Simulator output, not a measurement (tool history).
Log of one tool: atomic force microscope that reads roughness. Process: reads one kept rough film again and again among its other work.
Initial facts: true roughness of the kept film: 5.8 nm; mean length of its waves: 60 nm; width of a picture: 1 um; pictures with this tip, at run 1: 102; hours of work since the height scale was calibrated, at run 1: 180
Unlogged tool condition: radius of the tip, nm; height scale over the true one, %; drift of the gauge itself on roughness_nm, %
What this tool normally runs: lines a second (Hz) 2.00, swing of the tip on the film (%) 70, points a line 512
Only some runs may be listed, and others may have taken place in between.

| run | hour | lines a second (Hz) | swing of the tip on the film (%) | points a line | pictures with this tip | hours of work since the height scale was calibrated | roughness of the kept film (nm (root mean square)) |
|---|---|---|---|---|---|---|---|
| 1 | 0.0 | 2.00 | 70 | 512 | 102 | 180 | 5.326 |
| 2 | 74.1 | 2.00 | 70 | 512 | 212 | 214 | 5.365 |
| 3 | 129.3 | 2.00 | 70 | 512 | 294 | 240 | 5.291 |
|  | 139.7 | new tip fitted |
| 4 | 183.8 | 2.00 | 70 | 512 | 65 | 265 | 5.360 |
| 5 | 228.0 | 2.00 | 70 | 512 | 131 | 285 | 5.368 |
| 6 | 283.0 | 2.00 | 70 | 512 | 212 | 311 | 5.340 |
| 7 | 335.4 | 2.00 | 70 | 512 | 290 | 335 | 5.367 |
|  | 347.6 | new tip fitted |
| 8 | 397.3 | 2.00 | 70 | 512 | 73 | 363 | 5.374 |
| 9 | 460.1 | 2.00 | 70 | 512 | 167 | 392 | 5.342 |
| 10 | 535.0 | 2.00 | 70 | 321 | 278 | 427 | 5.340 |
|  | 557.7 | new tip fitted |
| 11 | 578.6 | 2.00 | 77 | 890 | 31 | 446 | 5.285 |
| 12 | 623.8 | 2.00 | 89 | 819 | 98 | 467 | 5.005 |
| 13 | 689.2 | 2.00 | 89 | 819 | 195 | 497 | 4.985 |
| 14 | 758.9 | 2.00 | 89 | 819 | 299 | 530 | 4.969 |
|  | 765.6 | new tip fitted |
| 15 | 798.2 | 0.62 | 74 | 604 | 48 | 548 | 5.552 |
| 16 | 882.9 | 2.45 | 80 | 365 | 174 | 587 | 5.043 |
| 17 | 954.5 | 2.45 | 88 | 365 | 281 | 620 | 4.850 |
|  | 973.8 | new tip fitted |
| 18 | 997.9 | 1.38 | 70 | 512 | 36 | 639 | 5.424 |

Forecast each of these 5 alternatives for the next run:
| A | 1072.1 | 3.12 | 56 | 808 | 146 | 674 | ? |
| B | 1072.1 | 2.00 | 70 | 646 | 146 | 674 | ? |
| C | 1072.1 | 1.38 | 87 | 945 | 146 | 674 | ? |
| D | 1072.1 | 1.45 | 70 | 512 | 146 | 674 | ? |
| E | 1072.1 | 0.57 | 86 | 369 | 146 | 674 | ? |

| run | roughness of the kept film (nm (root mean square)) |
|---|---|
| A | 5.449 |
| B | 5.352 |
| C | 5.207 |
| D | 5.454 |
| E | 5.438 |
With the hidden condition removed and each run's random variation left untouched, the same runs would have given:
| run | roughness of the kept film (nm (root mean square)) |
|---|---|
| A | 5.455 |
| B | 5.358 |
| C | 5.213 |
| D | 5.460 |
| E | 5.445 |
